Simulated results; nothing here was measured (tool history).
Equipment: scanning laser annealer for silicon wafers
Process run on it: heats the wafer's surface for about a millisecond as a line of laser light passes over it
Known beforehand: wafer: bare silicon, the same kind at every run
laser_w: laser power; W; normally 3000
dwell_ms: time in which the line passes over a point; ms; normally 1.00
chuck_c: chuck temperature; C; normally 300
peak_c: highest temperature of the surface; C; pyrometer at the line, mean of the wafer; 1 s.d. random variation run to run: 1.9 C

run     day  laser_w  dwell_ms  chuck_c  peak_c
  1   0.000     3000      1.00      300    1136
  2   0.467     3000      1.00      300    1135
  3   1.146     3000      0.92      300    1098
  4   1.625     3000      0.92      300    1101
  5   2.300     3000      0.73      300    1008
  6   2.975     3000      1.00      300    1136
  7   3.638     3000      1.00      300    1136
  8   4.500     3000      1.00      300    1135
  9   4.912     3000      1.00      300    1136
 10   5.592     3000      0.71      300     998
 11   6.429     3000      1.07      300    1165
 12   6.904     3000      1.07      300    1164
 13   7.488     3000      1.07      300    1166
 14   8.325     2747      1.07      300    1082
 15   8.742     3000      1.00      298    1133
 16   9.233     2798      1.00      298    1067
 17   9.771     2798      1.00      298    1068
     10.246  -- optics aligned, line set to its width
 18  10.750     2920      1.25      262    1173
 19  11.654     3000      1.01      300    1138
 20  12.333     3180      0.76      323    1097
 21  12.742     3180      0.76      323    1101
 22  13.304     3180      0.76      323    1101
 23  14.100     2643      0.83      279     930
 24  14.938     2967      1.00      285    1112

Forecast run 25:
 25  15.479     3294      1.00      293       ?

{"run 25": {"peak_c": 1224}}
Minus the tool's unlogged condition, the same run would have read peak_c 1225 C.

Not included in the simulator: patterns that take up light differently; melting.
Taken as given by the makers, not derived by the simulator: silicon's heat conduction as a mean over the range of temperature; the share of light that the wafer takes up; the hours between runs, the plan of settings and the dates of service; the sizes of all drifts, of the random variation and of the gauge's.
